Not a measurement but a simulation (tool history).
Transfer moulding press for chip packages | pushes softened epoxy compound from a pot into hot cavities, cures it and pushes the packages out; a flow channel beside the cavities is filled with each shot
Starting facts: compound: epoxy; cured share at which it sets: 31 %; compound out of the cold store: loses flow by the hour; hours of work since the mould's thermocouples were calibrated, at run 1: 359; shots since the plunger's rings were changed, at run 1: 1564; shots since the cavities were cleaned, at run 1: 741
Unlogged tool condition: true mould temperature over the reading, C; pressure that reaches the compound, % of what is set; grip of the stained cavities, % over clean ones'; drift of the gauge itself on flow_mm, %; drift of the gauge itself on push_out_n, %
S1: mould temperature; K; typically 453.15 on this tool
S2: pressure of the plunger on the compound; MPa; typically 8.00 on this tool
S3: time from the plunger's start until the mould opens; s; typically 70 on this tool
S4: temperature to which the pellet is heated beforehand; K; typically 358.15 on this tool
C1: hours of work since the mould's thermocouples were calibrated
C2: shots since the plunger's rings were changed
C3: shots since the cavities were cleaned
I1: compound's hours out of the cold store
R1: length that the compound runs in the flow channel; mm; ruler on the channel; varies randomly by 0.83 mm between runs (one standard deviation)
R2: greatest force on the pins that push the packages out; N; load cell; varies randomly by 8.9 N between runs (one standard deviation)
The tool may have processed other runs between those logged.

run 1 hour=0.0 | S1=453.15 S2=8.00 S3=70 S4=358.15 | C1=359 C2=1564 C3=741 | I1=21.1 | R1=760.7 R2=606
run 2 hour=23.8 | S1=453.15 S2=8.00 S3=70 S4=358.15 | C1=368 C2=1793 C3=970 | I1=27.3 | R1=733.3 R2=611
-- hour=40.4 cavities cleaned with cleaning compound and waxed
run 3 hour=58.3 | S1=453.15 S2=8.00 S3=70 S4=358.15 | C1=382 C2=2109 C3=171 | I1=10.2 | R1=811.4 R2=499
run 4 hour=93.7 | S1=453.15 S2=8.00 S3=70 S4=358.15 | C1=396 C2=2450 C3=512 | I1=42.7 | R1=668.6 R2=547
-- hour=116.4 plunger's sealing rings changed
run 5 hour=137.7 | S1=453.15 S2=8.00 S3=70 S4=358.15 | C1=413 C2=204 C3=910 | I1=18.3 | R1=782.4 R2=651
-- hour=161.7 cavities cleaned with cleaning compound and waxed
run 6 hour=164.9 | S1=453.15 S2=8.00 S3=70 S4=358.15 | C1=423 C2=451 C3=31 | I1=45.1 | R1=669.6 R2=395
run 7 hour=197.1 | S1=453.15 S2=8.00 S3=70 S4=358.15 | C1=436 C2=760 C3=340 | I1=46.2 | R1=663.9 R2=510
run 8 hour=227.4 | S1=453.15 S2=8.00 S3=70 S4=358.15 | C1=449 C2=1051 C3=631 | I1=45.8 | R1=663.3 R2=551
run 9 hour=260.1 | S1=453.15 S2=8.00 S3=70 S4=358.15 | C1=462 C2=1365 C3=945 | I1=31.1 | R1=721.7 R2=622
-- hour=278.2 cavities cleaned with cleaning compound and waxed
run 10 hour=303.3 | S1=452.15 S2=8.00 S3=70 S4=355.15 | C1=479 C2=1766 C3=242 | I1=16.1 | R1=788.3 R2=536
run 11 hour=327.2 | S1=451.15 S2=7.49 S3=70 S4=350.15 | C1=489 C2=1995 C3=471 | I1=23.4 | R1=729.3 R2=643
run 12 hour=366.7 | S1=451.15 S2=8.65 S3=54 S4=350.15 | C1=505 C2=2374 C3=850 | I1=10.2 | R1=846.8 R2=1394
-- hour=396.6 plunger's sealing rings changed
-- hour=398.1 cavities cleaned with cleaning compound and waxed
run 13 hour=398.1 | S1=458.15 S2=7.09 S3=50 S4=352.15 | C1=516 C2=0 C3=0 | I1=44.1 | R1=627.7 R2=622
run 14 hour=430.8 | S1=461.15 S2=8.00 S3=70 S4=368.15 | C1=529 C2=314 C3=314 | I1=32.6 | R1=707.2 R2=404
run 15 hour=468.0 | S1=461.15 S2=8.00 S3=70 S4=368.15 | C1=544 C2=671 C3=671 | I1=30.6 | R1=712.3 R2=448
run 16 hour=505.9 | S1=453.15 S2=8.00 S3=107 S4=361.15 | C1=560 C2=1035 C3=1035 | I1=44.2 | R1=669.2 R2=445
-- hour=514.9 cavities cleaned with cleaning compound and waxed
run 17 hour=533.7 | S1=447.15 S2=9.98 S3=100 S4=358.15 | C1=570 C2=1288 C3=181 | I1=22.7 | R1=853.1 R2=377

Measured less the same run without the tool's hidden state. The same run-to-run variation is in both; the gauge's scatter may not be:
run=1 R1=-9.9 R2=+198
run=2 R1=-10.6 R2=+219
run=3 R1=-13.2 R2=+81
run=4 R1=-12.4 R2=+159
run=5 R1=-1.8 R2=+237
run=6 R1=-2.6 R2=+21
run=7 R1=-4.0 R2=+119
run=8 R1=-5.2 R2=+173
run=9 R1=-7.1 R2=+228
run=10 R1=-9.7 R2=+109
run=11 R1=-10.1 R2=+187
run=12 R1=-13.6 R2=+507
run=13 R1=-2.7 R2=+18
run=14 R1=-4.5 R2=+89
run=15 R1=-6.0 R2=+143
run=16 R1=-7.0 R2=+166
run=17 R1=-10.3 R2=+60
